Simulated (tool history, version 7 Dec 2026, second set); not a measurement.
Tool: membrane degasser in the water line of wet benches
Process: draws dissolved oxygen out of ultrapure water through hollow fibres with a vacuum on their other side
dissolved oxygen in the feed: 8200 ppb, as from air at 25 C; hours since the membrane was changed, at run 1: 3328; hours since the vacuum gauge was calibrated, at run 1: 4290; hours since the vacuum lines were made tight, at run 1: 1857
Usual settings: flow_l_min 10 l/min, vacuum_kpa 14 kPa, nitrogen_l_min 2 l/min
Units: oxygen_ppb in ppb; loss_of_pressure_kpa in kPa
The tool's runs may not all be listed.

run    hour  flow_l_min  vacuum_kpa  nitrogen_l_min  hours since the membrane was changed  hours since the vacuum gauge was calibrated  hours since the vacuum lines were made tight  oxygen_ppb  loss_of_pressure_kpa
  1       0          10          14               2                                  3328                                         4290                                          1857       143.4                 63.95
  2    99.2          10          14               2                                  3427                                         4389                                          1956         142                 64.74
  3   146.8           8          14               2                                  3474                                         4437                                          2003       115.6                 51.46
  4   219.2          10        14.3               2                                  3547                                         4509                                          2076       145.8                 64.31
  5   325.4          10        14.3               2                                  3653                                         4615                                          2182       148.6                 64.33
  6   410.4          12          14               2                                  3738                                         4700                                          2267       170.1                 77.42
  7   506.9          10          14               2                                  3834                                         4797                                          2363       143.5                 64.84
  8   604.8          10        12.6               2                                  3932                                         4895                                          2461         129                 64.61
  9   671.1          10        12.6               2                                  3999                                         4961                                          2528       129.3                 64.98
 10   729.4          10        12.6               2                                  4057                                         5019                                          2586       129.6                 65.15
 11   779.8          10        12.6               2                                  4107                                         5070                                          2636       130.1                 64.63
 12   827.7          10        12.6               2                                  4155                                         5118                                          2684       129.9                 64.91
 13   924.1          10        12.6               2                                  4252                                         5214                                          2781       130.5                 64.95
 14    1013          14        12.2               2                                  4341                                         5303                                          2870         176                 91.37
 15    1087          14        12.2               2                                  4414                                         5377                                          2943         177                 91.45
 16  1136.1          10          14            1.79                                  4464                                         5426                                          2993       161.9                 65.51
 17  1219.2          12        16.6            0.92                                  4547                                         5509                                          3076       420.6                 78.58

Run 18 comes next. What will it give?
     1228.7  -- vacuum gauge calibrated
 18  1279.8           8        11.9            1.53                                  4607                                           51                                          3136           ?                     ?

oxygen_ppb: 129.8 ppb
loss_of_pressure_kpa: 52.54 kPa
Without the tool's hidden state the same run would have given oxygen_ppb 111.9 ppb, loss_of_pressure_kpa 49.23 kPa.

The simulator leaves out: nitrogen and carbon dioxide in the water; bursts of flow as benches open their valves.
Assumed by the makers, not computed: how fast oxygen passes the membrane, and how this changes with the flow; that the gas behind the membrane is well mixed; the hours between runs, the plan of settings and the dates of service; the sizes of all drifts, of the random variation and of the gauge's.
